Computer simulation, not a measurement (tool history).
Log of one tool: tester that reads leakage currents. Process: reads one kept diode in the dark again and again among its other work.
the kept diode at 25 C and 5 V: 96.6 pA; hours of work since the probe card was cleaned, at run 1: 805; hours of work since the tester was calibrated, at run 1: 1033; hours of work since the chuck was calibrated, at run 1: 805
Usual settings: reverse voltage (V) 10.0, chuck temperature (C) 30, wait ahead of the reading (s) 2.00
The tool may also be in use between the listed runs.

run    hour  reverse voltage (V)  chuck temperature (C)  wait ahead of the reading (s)  hours of work since the probe card was cleaned  hours of work since the tester was calibrated  hours of work since the chuck was calibrated  current that the tester gives (pA)
  1     0.0                 10.0                     30                           2.00                                             805                                           1033                                           805                              199.40
  2    69.9                  1.1                     30                           2.00                                             839                                           1066                                           839                               92.63
  3   126.0                 10.0                     50                           2.00                                             865                                           1093                                           865                              798.59
  4   197.4                 10.0                     50                           2.00                                             899                                           1127                                           899                              807.72
  5   269.6                 10.0                     50                           2.00                                             934                                           1161                                           934                              807.63
  6   346.7                 10.0                     23                           2.00                                             970                                           1198                                           970                              122.42
  7   394.6                 10.0                     31                           2.00                                             993                                           1221                                           993                              220.06
  8   431.3                 10.0                     31                           2.00                                            1011                                           1238                                          1011                              220.52
  9   519.4                 10.0                     31                           2.00                                            1053                                           1280                                          1053                              220.46
 10   559.6                 10.0                     31                           2.00                                            1072                                           1299                                          1072                              221.22
 11   612.3                 10.0                     31                           2.00                                            1097                                           1324                                          1097                              221.45
 12   691.5                 10.0                     31                           2.00                                            1135                                           1362                                          1135                              223.09
 13   732.0                 10.0                     30                           2.00                                            1154                                           1381                                          1154                              206.89
 14   787.5                 10.0                     30                           4.73                                            1180                                           1408                                          1180                              207.80
 15   871.7                 10.0                     30                           4.73                                            1220                                           1448                                          1220                              208.63
 16   907.7                  2.7                     30                           4.73                                            1237                                           1465                                          1237                              131.62
 17   978.5                  3.3                     31                           5.99                                            1271                                           1499                                          1271                              152.42
 18  1066.3                 10.0                     29                           0.94                                            1313                                           1540                                          1313                              197.66
 19  1110.3                 10.0                     29                           0.94                                            1334                                           1561                                          1334                              197.97
 20  1167.0                  1.1                     26                           6.37                                            1361                                           1588                                          1361                               72.25
 21  1251.2                 14.9                     30                           0.35                                            1401                                           1628                                          1401                              255.05
 22  1293.7                  8.9                     30                           4.43                                            1421                                           1649                                          1421                              204.22
 23  1382.9                  8.1                     28                           0.35                                            1464                                           1691                                          1464                              176.00
 24  1465.0                  2.8                     30                           0.43                                            1503                                           1730                                          1503                              137.39
 25  1505.4                  3.2                     38                           0.43                                            1522                                           1749                                          1522                              254.72
 26  1560.8                  1.5                     30                           3.81                                            1548                                           1776                                          1548                              110.33
     1577.3  -- chuck's temperature calibrated
 27  1606.4                  1.1                     56                           2.00                                            1569                                           1796                                            14                              517.26
 28  1666.2                  1.1                     56                           2.00                                            1597                                           1825                                            42                              517.30

3 ways to go on from here, each from the tool as it stands after run 28. What would each give?
  A  1754.8                 10.0                     34                           2.00                                            1640                                           1867                                            84                                   ?
  B  1754.8                 10.0                     32                           8.49                                            1640                                           1867                                            84                                   ?
  C  1754.8                  1.6                     44                           2.00                                            1640                                           1867                                            84                                   ?

run  current that the tester gives (pA)
  A                              251.74
  B                              219.66
  C                              267.00
Without the tool's hidden state the same runs would have given:
run  current that the tester gives (pA)
  A                              241.08
  B                              208.85
  C                              265.71

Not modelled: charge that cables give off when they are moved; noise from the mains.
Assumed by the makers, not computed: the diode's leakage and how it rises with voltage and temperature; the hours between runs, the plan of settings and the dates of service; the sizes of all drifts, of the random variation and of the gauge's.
